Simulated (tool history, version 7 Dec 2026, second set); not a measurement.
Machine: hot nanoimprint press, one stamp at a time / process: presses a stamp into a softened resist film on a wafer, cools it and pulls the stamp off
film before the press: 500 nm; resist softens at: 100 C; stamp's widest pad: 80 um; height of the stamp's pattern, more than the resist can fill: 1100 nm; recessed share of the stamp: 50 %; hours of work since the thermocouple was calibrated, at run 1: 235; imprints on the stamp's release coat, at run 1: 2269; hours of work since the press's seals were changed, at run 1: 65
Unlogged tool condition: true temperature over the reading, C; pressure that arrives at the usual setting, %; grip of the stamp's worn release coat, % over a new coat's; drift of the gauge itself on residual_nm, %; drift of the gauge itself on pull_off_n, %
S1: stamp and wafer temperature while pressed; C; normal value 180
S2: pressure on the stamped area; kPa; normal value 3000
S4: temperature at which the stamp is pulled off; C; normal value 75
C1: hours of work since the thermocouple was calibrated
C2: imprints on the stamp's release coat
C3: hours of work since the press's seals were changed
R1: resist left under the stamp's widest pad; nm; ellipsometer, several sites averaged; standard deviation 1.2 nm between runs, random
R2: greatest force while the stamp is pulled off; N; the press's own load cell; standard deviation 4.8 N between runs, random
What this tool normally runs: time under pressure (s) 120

{"run": 1, "hour": 0.0, "S1": 180, "S2": 3000, "time under pressure (s)": 120, "S4": 75, "C1": 235, "C2": 2269, "C3": 65, "R1": 267.5, "R2": 290}
{"hour": 29.2, "done": "stamp cleaned and given a new release coat"}
{"run": 2, "hour": 76.7, "S1": 180, "S2": 3000, "time under pressure (s)": 120, "S4": 75, "C1": 287, "C2": 206, "C3": 117, "R1": 270.5, "R2": 246}
{"hour": 154.7, "done": "plate thermocouple calibrated"}
{"run": 3, "hour": 166.6, "S1": 180, "S2": 3000, "time under pressure (s)": 120, "S4": 75, "C1": 9, "C2": 584, "C3": 181, "R1": 264.6, "R2": 256}
{"run": 4, "hour": 247.6, "S1": 180, "S2": 3000, "time under pressure (s)": 120, "S4": 75, "C1": 68, "C2": 936, "C3": 240, "R1": 265.0, "R2": 263}
{"run": 5, "hour": 289.7, "S1": 180, "S2": 3000, "time under pressure (s)": 120, "S4": 75, "C1": 99, "C2": 1119, "C3": 272, "R1": 266.3, "R2": 273}
{"run": 6, "hour": 338.6, "S1": 180, "S2": 3000, "time under pressure (s)": 120, "S4": 75, "C1": 136, "C2": 1331, "C3": 308, "R1": 267.0, "R2": 266}
{"run": 7, "hour": 403.2, "S1": 180, "S2": 3000, "time under pressure (s)": 120, "S4": 75, "C1": 183, "C2": 1612, "C3": 355, "R1": 266.2, "R2": 282}
{"run": 8, "hour": 472.9, "S1": 186, "S2": 3000, "time under pressure (s)": 120, "S4": 75, "C1": 234, "C2": 1915, "C3": 407, "R1": 223.0, "R2": 283}
{"run": 9, "hour": 572.0, "S1": 183, "S2": 3000, "time under pressure (s)": 153, "S4": 61, "C1": 307, "C2": 2346, "C3": 479, "R1": 227.3, "R2": 346}
{"hour": 581.9, "done": "stamp cleaned and given a new release coat"}
{"hour": 629.7, "done": "plate thermocouple calibrated"}
{"run": 10, "hour": 674.5, "S1": 180, "S2": 3660, "time under pressure (s)": 120, "S4": 73, "C1": 33, "C2": 389, "C3": 548, "R1": 244.5, "R2": 239}
{"run": 11, "hour": 743.5, "S1": 180, "S2": 3660, "time under pressure (s)": 120, "S4": 73, "C1": 84, "C2": 689, "C3": 599, "R1": 245.5, "R2": 258}
{"run": 12, "hour": 815.7, "S1": 180, "S2": 4680, "time under pressure (s)": 120, "S4": 75, "C1": 137, "C2": 1003, "C3": 652, "R1": 223.3, "R2": 260}
{"run": 13, "hour": 905.2, "S1": 182, "S2": 4600, "time under pressure (s)": 126, "S4": 70, "C1": 203, "C2": 1392, "C3": 718, "R1": 208.7, "R2": 281}
{"run": 14, "hour": 977.9, "S1": 182, "S2": 4600, "time under pressure (s)": 126, "S4": 70, "C1": 257, "C2": 1708, "C3": 772, "R1": 209.7, "R2": 297}
{"run": 15, "hour": 1019.8, "S1": 180, "S2": 2330, "time under pressure (s)": 120, "S4": 75, "C1": 287, "C2": 1890, "C3": 803, "R1": 297.4, "R2": 281}

Here are 5 independent what-if runs from the current tool condition. What would each one return?
{"hour": 1099.3, "done": "plate thermocouple calibrated"}
{"run": "A", "hour": 1112.3, "S1": 184, "S2": 2700, "time under pressure (s)": 62, "S4": 75, "C1": 10, "C2": 2279, "C3": 869, "R1": "?", "R2": "?"}
{"hour": 1099.3, "done": "plate thermocouple calibrated"}
{"run": "B", "hour": 1112.3, "S1": 180, "S2": 2990, "time under pressure (s)": 120, "S4": 75, "C1": 10, "C2": 2279, "C3": 869, "R1": "?", "R2": "?"}
{"hour": 1099.3, "done": "plate thermocouple calibrated"}
{"run": "C", "hour": 1112.3, "S1": 172, "S2": 3000, "time under pressure (s)": 219, "S4": 64, "C1": 10, "C2": 2279, "C3": 869, "R1": "?", "R2": "?"}
{"hour": 1099.3, "done": "plate thermocouple calibrated"}
{"run": "D", "hour": 1112.3, "S1": 168, "S2": 2330, "time under pressure (s)": 120, "S4": 75, "C1": 10, "C2": 2279, "C3": 869, "R1": "?", "R2": "?"}
{"hour": 1099.3, "done": "plate thermocouple calibrated"}
{"run": "E", "hour": 1112.3, "S1": 190, "S2": 2330, "time under pressure (s)": 126, "S4": 75, "C1": 10, "C2": 2279, "C3": 869, "R1": "?", "R2": "?"}

run=A R1=308.1 R2=294
run=B R1=266.5 R2=286
run=C R1=276.4 R2=316
run=D R1=392.2 R2=303
run=E R1=214.2 R2=299
With no hidden state in the tool, these same runs would have given:
run=A R1=305.0 R2=233
run=B R1=263.1 R2=227
run=C R1=272.9 R2=251
run=D R1=389.8 R2=240
run=E R1=211.7 R2=238
